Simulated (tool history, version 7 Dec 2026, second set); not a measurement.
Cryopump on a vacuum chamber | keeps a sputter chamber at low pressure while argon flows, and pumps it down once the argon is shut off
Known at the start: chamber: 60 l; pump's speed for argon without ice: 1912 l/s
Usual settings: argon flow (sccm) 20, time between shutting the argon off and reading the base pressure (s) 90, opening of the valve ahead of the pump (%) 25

run	hour	argon flow (sccm)	time between shutting the argon off and reading the base pressure (s)	opening of the valve ahead of the pump (%)	pressure while argon flows (Pa)	pressure after the wait (uPa)
1	0.0	20	90	25	0.0721	2.01
2	44.5	20	86	25	0.0723	2.08
3	91.3	20	86	25	0.0722	2.08
4	156.6	20	86	25	0.0723	2.14
5	211.2	20	86	25	0.0720	2.22
6	274.2	20	86	25	0.0720	2.24
7	327.0	20	86	25	0.0731	2.21
8	376.9	13	86	25	0.0478	2.22
9	419.5	13	86	25	0.0467	2.26
10	447.8	13	86	25	0.0476	2.24
11	509.2	13	86	25	0.0471	2.33
12	558.3	13	86	25	0.0479	2.30
13	598.8	13	86	25	0.0480	2.44
14	666.7	13	86	25	0.0477	2.51
15	704.9	15	68	25	0.0558	2.70
16	767.3	15	68	25	0.0552	2.72
17	821.5	16	22	57	0.0271	4.84
18	882.3	16	22	57	0.0274	4.96
# hour 911.6: pump warmed up, emptied and cooled again
19	922.4	20	62	26	0.0682	2.70

Forecast run 20:
20	965.9	25	29	44	?	?

{"run 20": {"pressure while argon flows (Pa)": 0.0499, "pressure after the wait (uPa)": 3.95}}
Without the tool's hidden state the same run would have given pressure while argon flows (Pa) 0.0494, pressure after the wait (uPa) 2.62.

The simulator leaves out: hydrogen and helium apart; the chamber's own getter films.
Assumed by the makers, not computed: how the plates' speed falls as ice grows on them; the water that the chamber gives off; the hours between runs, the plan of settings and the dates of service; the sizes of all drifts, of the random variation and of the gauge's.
